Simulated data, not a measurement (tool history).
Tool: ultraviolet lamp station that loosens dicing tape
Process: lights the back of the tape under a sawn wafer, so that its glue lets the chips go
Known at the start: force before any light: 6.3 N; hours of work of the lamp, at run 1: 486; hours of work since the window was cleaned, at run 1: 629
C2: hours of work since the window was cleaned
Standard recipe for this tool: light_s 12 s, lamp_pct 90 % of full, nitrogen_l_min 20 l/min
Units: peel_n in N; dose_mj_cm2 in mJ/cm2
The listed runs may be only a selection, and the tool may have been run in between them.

Run 1, hour 0.0: usual settings; hours of work of the lamp 486; C2 629. Result: peel_n 0.889 N, dose_mj_cm2 439 mJ/cm2.
Run 2, hour 69.6: usual settings but lamp_pct 64 % of full; hours of work of the lamp 528; C2 671. Result: peel_n 1.485 N, dose_mj_cm2 308 mJ/cm2.
At hour 117.0: window cleaned of glue's vapour.
Run 3, hour 163.4: usual settings but lamp_pct 64 % of full; hours of work of the lamp 584; C2 28. Result: peel_n 1.422 N, dose_mj_cm2 328 mJ/cm2.
Run 4, hour 260.9: usual settings but light_s 14 s; hours of work of the lamp 642; C2 86. Result: peel_n 0.681 N, dose_mj_cm2 515 mJ/cm2.
Run 5, hour 351.2: usual settings; hours of work of the lamp 696; C2 140. Result: peel_n 0.918 N, dose_mj_cm2 427 mJ/cm2.
Run 6, hour 442.9: usual settings; hours of work of the lamp 751; C2 195. Result: peel_n 0.999 N, dose_mj_cm2 413 mJ/cm2.
Run 7, hour 496.1: usual settings; hours of work of the lamp 783; C2 227. Result: peel_n 1.029 N, dose_mj_cm2 405 mJ/cm2.
Run 8, hour 569.8: usual settings but lamp_pct 83 % of full, nitrogen_l_min 9 l/min; hours of work of the lamp 827; C2 271. Result: peel_n 1.622 N, dose_mj_cm2 363 mJ/cm2.
Run 9, hour 664.9: usual settings but light_s 23 s; hours of work of the lamp 884; C2 328. Result: peel_n 0.376 N, dose_mj_cm2 721 mJ/cm2.
Run 10, hour 744.8: usual settings but light_s 10 s, lamp_pct 81 % of full, nitrogen_l_min 12 l/min; hours of work of the lamp 932; C2 376. Result: peel_n 2.075 N, dose_mj_cm2 275 mJ/cm2.
Run 11, hour 828.6: usual settings but light_s 10 s, lamp_pct 64 % of full, nitrogen_l_min 30 l/min; hours of work of the lamp 982; C2 426. Result: peel_n 2.168 N, dose_mj_cm2 208 mJ/cm2.
Run 12, hour 888.9: usual settings but light_s 10 s, lamp_pct 64 % of full, nitrogen_l_min 30 l/min; hours of work of the lamp 1018; C2 462. Result: peel_n 2.191 N, dose_mj_cm2 205 mJ/cm2.
Run 13, hour 978.7: usual settings but nitrogen_l_min 7 l/min; hours of work of the lamp 1072; C2 516. Result: peel_n 1.939 N, dose_mj_cm2 330 mJ/cm2.
Run 14, hour 1033.9: usual settings but light_s 9 s, nitrogen_l_min 8 l/min; hours of work of the lamp 1105; C2 549. Result: peel_n 2.570 N, dose_mj_cm2 242 mJ/cm2.

What if the next run were any one of these 4? Each begins from the tool's condition after run 14:
At hour 1093.2: lamp changed.
Run A, hour 1121.6: usual settings but light_s 11 s, lamp_pct 70 % of full, nitrogen_l_min 35 l/min; hours of work of the lamp 17; C2 600. Result: peel_n ?, dose_mj_cm2 ?.
At hour 1093.2: lamp changed.
Run B, hour 1121.6: usual settings but light_s 6 s, lamp_pct 79 % of full, nitrogen_l_min 7 l/min; hours of work of the lamp 17; C2 600. Result: peel_n ?, dose_mj_cm2 ?.
At hour 1093.2: lamp changed.
Run C, hour 1121.6: usual settings but light_s 11 s, nitrogen_l_min 8 l/min; hours of work of the lamp 17; C2 600. Result: peel_n ?, dose_mj_cm2 ?.
At hour 1093.2: lamp changed.
Run D, hour 1121.6: usual settings but lamp_pct 99 % of full, nitrogen_l_min 17 l/min; hours of work of the lamp 17; C2 600. Result: peel_n ?, dose_mj_cm2 ?.

run  peel_n  dose_mj_cm2
  A   0.901          388
  B   2.626          240
  C   1.060          502
  D   0.534          603
With the hidden condition removed and each run's random variation left untouched, the same runs would have given:
run  peel_n  dose_mj_cm2
  A   0.774          424
  B   2.426          263
  C   0.916          549
  D   0.456          660
